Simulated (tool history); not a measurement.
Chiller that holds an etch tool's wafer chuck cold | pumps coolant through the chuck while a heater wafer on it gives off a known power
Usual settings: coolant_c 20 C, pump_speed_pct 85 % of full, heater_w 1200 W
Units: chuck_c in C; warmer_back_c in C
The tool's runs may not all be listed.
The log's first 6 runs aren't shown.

| run | hour | coolant_c | pump_speed_pct | heater_w | hours since the coolant was changed and the channels were flushed | hours since the pump was overhauled | hours since the chiller's thermometer was calibrated | chuck_c | warmer_back_c |
|---|---|---|---|---|---|---|---|---|---|
| 7 | 649.4 | 20 | 85 | 856 | 1822 | 2008 | 2135 | 30.8 | 3.31 |
| 8 | 747.8 | 20 | 82 | 856 | 1921 | 2107 | 2233 | 31.1 | 3.51 |
| 9 | 870.3 | 20 | 82 | 959 | 2043 | 2229 | 2356 | 32.6 | 3.95 |
| 10 | 1005.8 | 20 | 61 | 1200 | 2178 | 2365 | 2491 | 39.4 | 6.58 |
| 11 | 1136.2 | 20 | 61 | 1200 | 2309 | 2495 | 2622 | 39.4 | 6.62 |
| 12 | 1234.2 | 20 | 85 | 1200 | 2407 | 2593 | 2719 | 35.3 | 4.72 |
| 13 | 1353.5 | 20 | 85 | 1200 | 2526 | 2713 | 2839 | 35.5 | 4.63 |
| 14 | 1495.3 | 20 | 85 | 814 | 2668 | 2854 | 2981 | 30.6 | 3.26 |
| 15 | 1607.2 | 20 | 85 | 1200 | 2780 | 2966 | 3092 | 35.1 | 4.68 |
| 16 | 1703.4 | 20 | 85 | 1200 | 2876 | 3062 | 3189 | 35.2 | 4.75 |
| 17 | 1831.9 | 20 | 63 | 1200 | 3005 | 3191 | 3317 | 39 | 6.41 |
| 18 | 1906.2 | 20 | 66 | 738 | 3079 | 3265 | 3391 | 31.2 | 3.75 |
| 19 | 1996.1 | 20 | 66 | 738 | 3169 | 3355 | 3481 | 31.4 | 3.77 |
| 20 | 2118.3 | 20 | 65 | 1200 | 3291 | 3477 | 3604 | 38.5 | 6.1 |
| 21 | 2246.9 | 20 | 65 | 1200 | 3420 | 3606 | 3732 | 38.6 | 6.14 |
|  | 2353.1 | chiller's thermometer calibrated |
| 22 | 2382.2 | 11 | 81 | 1608 | 3554 | 3740 | 29 | 32.2 | 6.57 |
|  | 2522.4 | coolant pump overhauled |
| 23 | 2531.6 | 14 | 85 | 809 | 3698 | 9 | 174 | 24.1 | 3.18 |
| 24 | 2607.4 | 14 | 85 | 809 | 3774 | 85 | 249 | 24.4 | 3.17 |
| 25 | 2698.6 | 17 | 85 | 1200 | 3865 | 176 | 340 | 32.4 | 4.6 |
|  | 2787.1 | coolant changed, channels flushed |
| 26 | 2834 | 20 | 60 | 726 | 47 | 306 | 470 | 31.8 | 4.09 |
| 27 | 2970.5 | 20 | 85 | 973 | 183 | 442 | 606 | 32.4 | 3.91 |
| 28 | 3070.6 | 20 | 85 | 1792 | 283 | 542 | 706 | 43.1 | 7.04 |
| 29 | 3184.2 | 12 | 66 | 889 | 397 | 656 | 820 | 25.5 | 4.51 |
| 30 | 3287 | 11 | 67 | 693 | 500 | 759 | 923 | 21.6 | 3.43 |
| 31 | 3408.9 | 29 | 73 | 797 | 622 | 880 | 1045 | 40.2 | 3.6 |

Forecast each of these 5 alternatives for the next run:
| A | 3492.6 | 28 | 68 | 1081 | 705 | 964 | 1128 | ? | ? |
| B | 3492.6 | 14 | 84 | 1727 | 705 | 964 | 1128 | ? | ? |
| C | 3492.6 | 29 | 64 | 797 | 705 | 964 | 1128 | ? | ? |
| D | 3492.6 | 27 | 63 | 1091 | 705 | 964 | 1128 | ? | ? |
| E | 3492.6 | 25 | 93 | 868 | 705 | 964 | 1128 | ? | ? |

| run | chuck_c | warmer_back_c |
|---|---|---|
| A | 44.2 | 5.3 |
| B | 36.4 | 6.81 |
| C | 41.5 | 4.22 |
| D | 44.2 | 5.79 |
| E | 35.6 | 3.09 |
Without the tool's hidden state the same runs would have given:
| run | chuck_c | warmer_back_c |
|---|---|---|
| A | 44.2 | 5.3 |
| B | 36.4 | 6.8 |
| C | 41.5 | 4.21 |
| D | 44.2 | 5.78 |
| E | 35.5 | 3.09 |
